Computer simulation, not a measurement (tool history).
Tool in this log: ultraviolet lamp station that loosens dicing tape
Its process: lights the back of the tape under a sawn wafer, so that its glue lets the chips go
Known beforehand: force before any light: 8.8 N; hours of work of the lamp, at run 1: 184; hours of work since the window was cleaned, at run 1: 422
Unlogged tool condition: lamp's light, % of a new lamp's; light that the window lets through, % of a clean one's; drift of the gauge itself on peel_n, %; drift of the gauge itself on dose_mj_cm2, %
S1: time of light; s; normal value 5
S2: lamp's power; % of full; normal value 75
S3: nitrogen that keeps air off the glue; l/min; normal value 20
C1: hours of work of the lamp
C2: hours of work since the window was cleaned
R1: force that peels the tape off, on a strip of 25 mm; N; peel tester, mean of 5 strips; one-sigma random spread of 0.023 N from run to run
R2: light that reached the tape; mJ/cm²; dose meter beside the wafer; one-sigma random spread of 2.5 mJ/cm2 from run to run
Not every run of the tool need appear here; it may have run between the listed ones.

Run 1, day 0: usual settings; C1 184; C2 422. Result: R1 1.176 N, R2 285 mJ/cm².
Run 2, day 0.362: usual settings; C1 190; C2 428. Result: R1 1.186 N, R2 284 mJ/cm².
Run 3, day 0.65: usual settings but S2 78 % of full; C1 194; C2 433. Result: R1 1.044 N, R2 299 mJ/cm².
Run 4, day 1.083: usual settings but S2 78 % of full; C1 201; C2 440. Result: R1 1.069 N, R2 301 mJ/cm².
Run 5, day 1.546: usual settings but S2 78 % of full; C1 209; C2 448. Result: R1 1.093 N, R2 301 mJ/cm².
Run 6, day 2.171: usual settings but S1 4 s; C1 219; C2 458. Result: R1 1.735 N, R2 230 mJ/cm².
Run 7, day 2.596: usual settings but S1 4 s; C1 226; C2 465. Result: R1 1.601 N, R2 230 mJ/cm².
Run 8, day 3.212: usual settings but S3 29 l/min; C1 236; C2 475. Result: R1 0.912 N, R2 283 mJ/cm².
Run 9, day 3.567: usual settings but S3 29 l/min; C1 242; C2 481. Result: R1 0.905 N, R2 289 mJ/cm².
Run 10, day 4.017: usual settings but S3 29 l/min; C1 249; C2 488. Result: R1 0.963 N, R2 287 mJ/cm².
Run 11, day 4.304: usual settings but S3 29 l/min; C1 254; C2 493. Result: R1 0.883 N, R2 291 mJ/cm².
Run 12, day 4.967: usual settings but S3 29 l/min; C1 265; C2 504. Result: R1 0.947 N, R2 287 mJ/cm².
Run 13, day 5.567: usual settings but S3 11 l/min; C1 275; C2 514. Result: R1 1.687 N, R2 287 mJ/cm².
Run 14, day 6.029: usual settings but S3 21 l/min; C1 282; C2 521. Result: R1 1.155 N, R2 288 mJ/cm².
Run 15, day 6.408: usual settings but S3 21 l/min; C1 289; C2 527. Result: R1 1.122 N, R2 288 mJ/cm².
Run 16, day 6.7: usual settings but S3 21 l/min; C1 293; C2 532. Result: R1 1.115 N, R2 287 mJ/cm².
Run 17, day 7.158: usual settings but S2 61 % of full; C1 301; C2 540. Result: R1 1.622 N, R2 228 mJ/cm².
Run 18, day 7.621: usual settings but S2 61 % of full; C1 308; C2 547. Result: R1 1.644 N, R2 234 mJ/cm².
Run 19, day 7.992: usual settings but S2 61 % of full; C1 315; C2 553. Result: R1 1.618 N, R2 233 mJ/cm².
At day 8.304: window cleaned of glue's vapour.
Run 20, day 8.462: usual settings but S1 4 s; C1 322; C2 3. Result: R1 1.73 N, R2 231 mJ/cm².
Run 21, day 8.779: usual settings; C1 327; C2 8. Result: R1 1.163 N, R2 287 mJ/cm².
Run 22, day 9.442: usual settings but S3 15 l/min; C1 338; C2 19. Result: R1 1.395 N, R2 288 mJ/cm².
Run 23, day 9.738: usual settings but S3 15 l/min; C1 343; C2 24. Result: R1 1.382 N, R2 290 mJ/cm².
Run 24, day 10.217: usual settings but S1 4 s, S2 97 % of full, S3 18 l/min; C1 351; C2 31. Result: R1 1.187 N, R2 298 mJ/cm².
Run 25, day 10.804: usual settings but S1 4 s, S2 97 % of full, S3 22 l/min; C1 360; C2 41. Result: R1 1.011 N, R2 297 mJ/cm².
Run 26, day 11.108: usual settings but S2 76 % of full, S3 26 l/min; C1 365; C2 46. Result: R1 0.972 N, R2 288 mJ/cm².
Run 27, day 11.538: usual settings but S2 64 % of full; C1 372; C2 53. Result: R1 1.537 N, R2 247 mJ/cm².
Run 28, day 12.083: usual settings but S2 86 % of full; C1 381; C2 62. Result: R1 0.882 N, R2 326 mJ/cm².
Run 29, day 12.367: usual settings but S1 7 s, S2 72 % of full, S3 7 l/min; C1 386; C2 67. Result: R1 1.437 N, R2 383 mJ/cm².
Run 30, day 12.904: usual settings but S1 7 s, S2 72 % of full, S3 7 l/min; C1 395; C2 75. Result: R1 1.451 N, R2 382 mJ/cm².
Run 31, day 13.279: usual settings but S1 7 s, S2 72 % of full, S3 7 l/min; C1 401; C2 82. Result: R1 1.458 N, R2 383 mJ/cm².
Run 32, day 13.8: usual settings but S1 7 s, S2 72 % of full, S3 7 l/min; C1 409; C2 90. Result: R1 1.423 N, R2 381 mJ/cm².
Run 33, day 14.212: usual settings but S2 76 % of full, S3 17 l/min; C1 416; C2 97. Result: R1 1.211 N, R2 289 mJ/cm².
Run 34, day 14.558: usual settings but S1 4 s, S2 67 % of full, S3 12 l/min; C1 422; C2 102. Result: R1 2.493 N, R2 204 mJ/cm².
Run 35, day 15.088: usual settings but S1 4 s, S2 67 % of full, S3 12 l/min; C1 430; C2 111. Result: R1 2.579 N, R2 206 mJ/cm².
Run 36, day 15.525: usual settings but S1 6 s, S2 77 % of full, S3 12 l/min; C1 438; C2 118. Result: R1 1.161 N, R2 355 mJ/cm².
Run 37, day 15.996: usual settings but S1 6 s, S2 77 % of full, S3 12 l/min; C1 445; C2 126. Result: R1 1.113 N, R2 355 mJ/cm².
Run 38, day 16.467: usual settings but S1 2 s, S2 98 % of full, S3 12 l/min; C1 453; C2 134. Result: R1 3.553 N, R2 147 mJ/cm².
Run 39, day 17.112: usual settings but S1 6 s, S2 86 % of full, S3 12 l/min; C1 464; C2 144. Result: R1 0.897 N, R2 391 mJ/cm².
Run 40, day 17.571: usual settings but S1 2 s, S2 86 % of full, S3 19 l/min; C1 471; C2 152. Result: R1 3.4 N, R2 137 mJ/cm².
Run 41, day 18.054: usual settings but S2 86 % of full, S3 11 l/min; C1 479; C2 160. Result: R1 1.37 N, R2 324 mJ/cm².
Run 42, day 18.412: usual settings but S2 86 % of full, S3 19 l/min; C1 485; C2 166. Result: R1 0.906 N, R2 332 mJ/cm².
Run 43, day 18.721: usual settings but S2 86 % of full, S3 19 l/min; C1 490; C2 171. Result: R1 0.889 N, R2 327 mJ/cm².

Predict each of these 3 candidate next runs independently; none follows another, all start after run 43:
Run A, day 19.029: usual settings but S1 7 s, S2 72 % of full, S3 28 l/min; C1 495; C2 176. Result: R1 ?, R2 ?.
Run B, day 19.029: usual settings but S2 86 % of full; C1 495; C2 176. Result: R1 ?, R2 ?.
Run C, day 19.029: usual settings but S2 86 % of full, S3 19 l/min; C1 495; C2 176. Result: R1 ?, R2 ?.

run     R1   R2
  A  0.515  393
  B  0.907  330
  C  0.898  329
Had the tool no hidden state, the same runs would have come out as:
run     R1   R2
  A  0.513  394
  B  0.903  331
  C  0.894  329

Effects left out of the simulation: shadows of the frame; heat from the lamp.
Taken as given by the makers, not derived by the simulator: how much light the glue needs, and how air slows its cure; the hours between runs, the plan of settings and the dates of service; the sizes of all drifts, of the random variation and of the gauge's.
